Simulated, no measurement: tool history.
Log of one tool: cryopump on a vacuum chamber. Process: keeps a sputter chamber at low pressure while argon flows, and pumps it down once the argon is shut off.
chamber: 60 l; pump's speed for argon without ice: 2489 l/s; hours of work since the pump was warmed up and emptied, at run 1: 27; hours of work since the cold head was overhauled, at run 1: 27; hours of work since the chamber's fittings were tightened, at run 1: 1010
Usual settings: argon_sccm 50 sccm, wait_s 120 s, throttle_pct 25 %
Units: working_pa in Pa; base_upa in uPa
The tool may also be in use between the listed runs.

run     day  argon_sccm  wait_s  throttle_pct  hours of work since the pump was warmed up and emptied  hours of work since the cold head was overhauled  hours of work since the chamber's fittings were tightened  working_pa  base_upa
  1   0.000          50     120            25                                                      27                                                27                                                       1010      0.1361      1.60
  2   1.167          50     120            25                                                      49                                                49                                                       1032      0.1369      1.66
  3   1.888          73     120            25                                                      62                                                62                                                       1045      0.2009      1.64
      2.754  -- leaking fittings of the chamber tightened, without venting
  4   3.154          50     120            25                                                      84                                                84                                                          7      0.1370      0.44
  5   4.171          50     120            25                                                     103                                               103                                                         26      0.1385      0.45
  6   5.071          50     120            25                                                     120                                               120                                                         43      0.1398      0.50
  7   5.912          31     120            25                                                     136                                               136                                                         59      0.0857      0.51
  8   6.442          31     120            25                                                     146                                               146                                                         69      0.0864      0.50
  9   7.054          31      87            25                                                     157                                               157                                                         81      0.0868      0.67
 10   8.142          31      87            25                                                     178                                               178                                                        101      0.0875      0.63
 11   9.229          50      63            25                                                     198                                               198                                                        121      0.1401      0.87
 12  10.279          50      63            25                                                     218                                               218                                                        141      0.1419      0.85
 13  11.233          50      38            25                                                     236                                               236                                                        159      0.1413      1.30
 14  12.417          50      38            25                                                     258                                               258                                                        181      0.1426      1.32
 15  13.288          50      38            25                                                     274                                               274                                                        197      0.1429      1.31
 16  13.879          50      38            25                                                     285                                               285                                                        209      0.1441      1.32
 17  14.467          22      56            34                                                     296                                               296                                                        219      0.0465      1.06
 18  15.146          62     274            21                                                     309                                               309                                                        232      0.2109      0.57
 19  15.650          62      68            39                                                     319                                               319                                                        242      0.1190      1.04
 20  16.217          33     120            17                                                     329                                               329                                                        252      0.1375      0.85
 21  17.204          33     120            17                                                     348                                               348                                                        271      0.1380      0.79

The next listed run, before its measurement:
 22  18.225          30      26            43                                                     367                                               367                                                        290           ?         ?

{"run 22": {"working_pa": 0.053, "base_upa": 1.85}}
Without the tool's hidden state the same run would have given working_pa 0.0469 Pa, base_upa 1.40 uPa.
